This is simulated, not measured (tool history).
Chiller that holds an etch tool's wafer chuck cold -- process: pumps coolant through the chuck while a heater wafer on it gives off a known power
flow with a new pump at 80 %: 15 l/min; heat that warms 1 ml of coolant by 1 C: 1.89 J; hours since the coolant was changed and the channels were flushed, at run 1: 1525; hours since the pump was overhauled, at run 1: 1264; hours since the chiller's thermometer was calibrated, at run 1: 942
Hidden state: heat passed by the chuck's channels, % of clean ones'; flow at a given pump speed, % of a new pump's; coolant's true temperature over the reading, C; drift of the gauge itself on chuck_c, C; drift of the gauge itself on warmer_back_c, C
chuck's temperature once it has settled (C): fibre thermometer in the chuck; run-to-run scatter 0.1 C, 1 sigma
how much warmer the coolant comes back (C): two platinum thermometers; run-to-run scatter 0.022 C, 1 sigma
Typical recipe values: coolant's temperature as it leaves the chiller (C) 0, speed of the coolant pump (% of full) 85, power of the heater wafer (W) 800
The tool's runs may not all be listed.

run	hour	coolant's temperature as it leaves the chiller (C)	speed of the coolant pump (% of full)	power of the heater wafer (W)	hours since the coolant was changed and the channels were flushed	hours since the pump was overhauled	hours since the chiller's thermometer was calibrated	chuck's temperature once it has settled (C)	how much warmer the coolant comes back (C)
1	0.0	0	85	800	1525	1264	942	6.4	1.59
2	90.5	0	85	800	1616	1355	1033	6.1	1.60
3	209.7	-8	85	800	1735	1474	1152	-1.8	1.59
4	401.0	0	85	800	1926	1666	1343	6.6	1.60
5	587.3	0	85	800	2113	1852	1530	6.4	1.62
6	705.0	0	85	800	2230	1969	1647	6.5	1.63
7	854.6	0	85	1185	2380	2119	1797	9.7	2.41
8	970.9	0	85	800	2496	2235	1913	6.3	1.64
9	1154.5	0	85	800	2680	2419	2097	6.3	1.62
10	1338.2	0	85	800	2864	2603	2281	6.3	1.66
11	1440.4	0	85	800	2966	2705	2383	6.4	1.62
12	1592.1	0	85	800	3118	2857	2535	6.6	1.66
13	1708.3	0	85	800	3234	2973	2651	6.5	1.65
14	1802.1	0	85	800	3328	3067	2744	6.4	1.63
15	1909.1	0	85	438	3435	3174	2852	3.3	0.92
16	2003.7	0	85	800	3529	3268	2946	6.5	1.65
17	2146.3	1	85	800	3672	3411	3089	7.5	1.70
18	2304.7	1	85	800	3830	3569	3247	7.4	1.66
19	2499.9	-4	67	504	4025	3764	3442	0.5	1.36
20	2668.1	-3	99	474	4194	3933	3611	0.2	0.85
21	2818.3	2	70	474	4344	4083	3761	6.2	1.23
22	2943.2	0	71	800	4469	4208	3886	7.2	2.08
# hour 2998.4: chiller's thermometer calibrated
23	3113.3	0	71	800	4638	4377	115	7.9	2.03
24	3268.3	0	71	800	4793	4532	270	7.8	2.06
25	3445.5	5	71	800	4970	4709	447	12.9	2.06
26	3590.8	0	89	431	5115	4854	592	3.7	0.87
27	3679.3	-2	72	841	5204	4943	681	6.5	2.15
28	3868.2	0	77	592	5393	5132	870	5.6	1.39
29	3986.6	0	77	592	5511	5250	988	5.6	1.37
30	4166.3	-7	86	721	5691	5430	1168	-0.5	1.52
31	4262.8	-5	93	606	5787	5526	1264	0.1	1.17
32	4413.3	0	72	800	5938	5677	1415	7.9	2.07

What if the next run were any one of these 3? Each begins from the tool's condition after run 32:
A	4565.7	8	85	411	6090	5829	1567	?	?
B	4565.7	8	85	467	6090	5829	1567	?	?
C	4565.7	-9	69	800	6090	5829	1567	?	?

run	chuck's temperature once it has settled (C)	how much warmer the coolant comes back (C)
A	11.5	0.89
B	11.9	1.00
C	-0.9	2.19
Take away the tool's hidden state, keep each run's random variation, and the runs would have read:
run	chuck's temperature once it has settled (C)	how much warmer the coolant comes back (C)
A	11.2	0.82
B	11.5	0.92
C	-2.0	2.01
